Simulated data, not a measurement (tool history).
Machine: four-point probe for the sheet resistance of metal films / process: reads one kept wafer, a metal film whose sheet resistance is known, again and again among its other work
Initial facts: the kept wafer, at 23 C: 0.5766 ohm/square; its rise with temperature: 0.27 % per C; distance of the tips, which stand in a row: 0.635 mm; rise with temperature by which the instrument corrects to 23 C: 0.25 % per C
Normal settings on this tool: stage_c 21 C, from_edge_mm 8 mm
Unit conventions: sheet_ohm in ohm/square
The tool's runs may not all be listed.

run     day  stage_c  from_edge_mm  sheet_ohm
  1       0       21             8   0.576555
  2   2.229       27             8   0.576872
  3   3.954       27             8   0.576898
  4   5.292       21             7   0.576819
  5   7.542       26             7   0.577251
  6   9.929       26             7   0.577359
  7  12.025       21             8   0.575903
  8  13.021       21             8    0.57594
  9  15.267       32             8   0.577142
 10  16.838       18             8   0.575599
 11  18.092       21             8   0.575952
 12  19.992       21             8    0.57577
 13  21.433       21             8   0.575652
 14      23       21            28   0.573948
 15  24.233       21            28   0.573807
 16  25.912       21            28   0.573726
 17  27.604       23             8   0.575619
 18  28.925       23             8   0.575861
 19  30.375       21             8   0.575651
 20  31.962       21             8   0.575223
 21  34.004       21             8   0.575233
 22  36.179       21            51   0.573189
 23  37.542       21            70   0.573245
 24  39.171       19             8   0.574925
 25  40.238       29            13   0.574992
 26  42.583       29            30   0.574064
 27  43.612       19            36   0.572941
 28  45.942       19            36   0.573011
 29  47.204       19            36    0.57268
 30   48.55       26             9   0.575047
 31  50.704       26             5   0.578489
     51.908  -- stage's thermometer calibrated
 32  52.579       31            41   0.574762
 33  54.108       31            41   0.574843
 34    55.7       20            50   0.573461
 35  58.075       30             8    0.57649
 36   59.25       30             8   0.576419
 37  61.112       29             7   0.576813

What does the tool deliver on the next run?
 38  62.238       24             8          ?

{"run 38": {"sheet_ohm": 0.575792}}
Were there no unlogged condition in the tool, this run, its random variation unchanged, would have produced sheet_ohm 0.578789 ohm/square.
